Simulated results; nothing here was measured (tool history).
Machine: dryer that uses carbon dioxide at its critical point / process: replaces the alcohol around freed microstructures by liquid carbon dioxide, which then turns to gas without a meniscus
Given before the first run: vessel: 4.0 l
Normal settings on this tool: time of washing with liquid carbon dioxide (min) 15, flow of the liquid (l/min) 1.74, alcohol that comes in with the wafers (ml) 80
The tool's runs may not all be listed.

| run | hour | time of washing with liquid carbon dioxide (min) | flow of the liquid (l/min) | alcohol that comes in with the wafers (ml) | alcohol left in the vessel before it's heated (ppm by volume) |
|---|---|---|---|---|---|
| 1 | 0 | 15 | 1.74 | 80 | 143 |
| 2 | 7.1 | 19 | 1.74 | 80 | 45 |
| 3 | 14.2 | 15 | 1.74 | 80 | 151 |
| 4 | 22.3 | 15 | 1.74 | 80 | 150 |
| 5 | 27.6 | 15 | 1.74 | 80 | 146 |
| 6 | 35.3 | 15 | 1.74 | 80 | 146 |
| 7 | 41.6 | 15 | 1.74 | 80 | 147 |
| 8 | 49.3 | 15 | 1.74 | 80 | 148 |
| 9 | 57.5 | 15 | 1.4 | 80 | 370 |
| 10 | 64.4 | 15 | 1.4 | 80 | 378 |
| 11 | 72.6 | 15 | 1.4 | 80 | 383 |
| 12 | 81.3 | 19 | 1.74 | 80 | 52 |
| 13 | 85.7 | 15 | 1.74 | 80 | 160 |
| 14 | 93 | 17 | 1.74 | 80 | 77 |
| 15 | 100.7 | 15 | 2.36 | 80 | 35 |
| 16 | 109.6 | 19 | 1.74 | 80 | 51 |
| 17 | 114.7 | 15 | 1.74 | 37 | 75 |
| 18 | 119.7 | 15 | 1.74 | 37 | 77 |
| 19 | 124.9 | 15 | 1.74 | 37 | 80 |
| 20 | 132.9 | 15 | 1.74 | 70 | 147 |
| 21 | 143.7 | 15 | 1.23 | 70 | 544 |
| 22 | 151.4 | 17 | 1.23 | 70 | 359 |
| 23 | 160.6 | 15 | 1.74 | 22 | 63 |
| 24 | 166.2 | 12 | 1.66 | 31 | 204 |
| 25 | 172.4 | 12 | 1.66 | 31 | 207 |
| 26 | 176.7 | 15 | 1.74 | 78 | 161 |
| 27 | 187.1 | 22 | 1.31 | 32 | 47 |
| 28 | 192.9 | 22 | 1.31 | 32 | 49 |
| 29 | 203.2 | 22 | 1.31 | 32 | 52 |
| 30 | 208.5 | 22 | 1.31 | 32 | 48 |
| 31 | 213.7 | 20 | 1.31 | 83 | 168 |
| 32 | 220 | 15 | 1.74 | 27 | 68 |
| 33 | 227.2 | 14 | 1.15 | 80 | 1007 |
| 34 | 232.1 | 14 | 1.15 | 80 | 994 |
| 35 | 242.5 | 12 | 1.29 | 57 | 800 |
| 36 | 252.6 | 15 | 1.55 | 27 | 108 |
| 37 | 259.8 | 11 | 1.49 | 46 | 583 |
| 38 | 268 | 20 | 2.94 | 71 | 14 |
| 39 | 276.7 | 15 | 2.94 | 93 | 19 |
| 40 | 282 | 15 | 2.94 | 93 | 26 |
| 41 | 287.1 | 17 | 1.06 | 80 | 718 |
| 42 | 294.9 | 15 | 1.12 | 25 | 297 |
| 43 | 302.1 | 15 | 1.5 | 58 | 237 |
| 44 | 309.9 | 12 | 1.62 | 25 | 188 |
| 45 | 318.2 | 12 | 2.1 | 87 | 237 |
| 46 | 328.1 | 18 | 1.44 | 84 | 193 |

Forecast each of these 3 alternatives for the next run:
| A | 337.2 | 14 | 2.67 | 62 | ? |
| B | 337.2 | 15 | 1.32 | 80 | ? |
| C | 337.2 | 22 | 1.99 | 110 | ? |

| run | alcohol left in the vessel before it's heated (ppm by volume) |
|---|---|
| A | 36 |
| B | 560 |
| C | 26 |
With the hidden condition removed and each run's random variation left untouched, the same runs would have given:
| run | alcohol left in the vessel before it's heated (ppm by volume) |
|---|---|
| A | 18 |
| B | 444 |
| C | 10 |
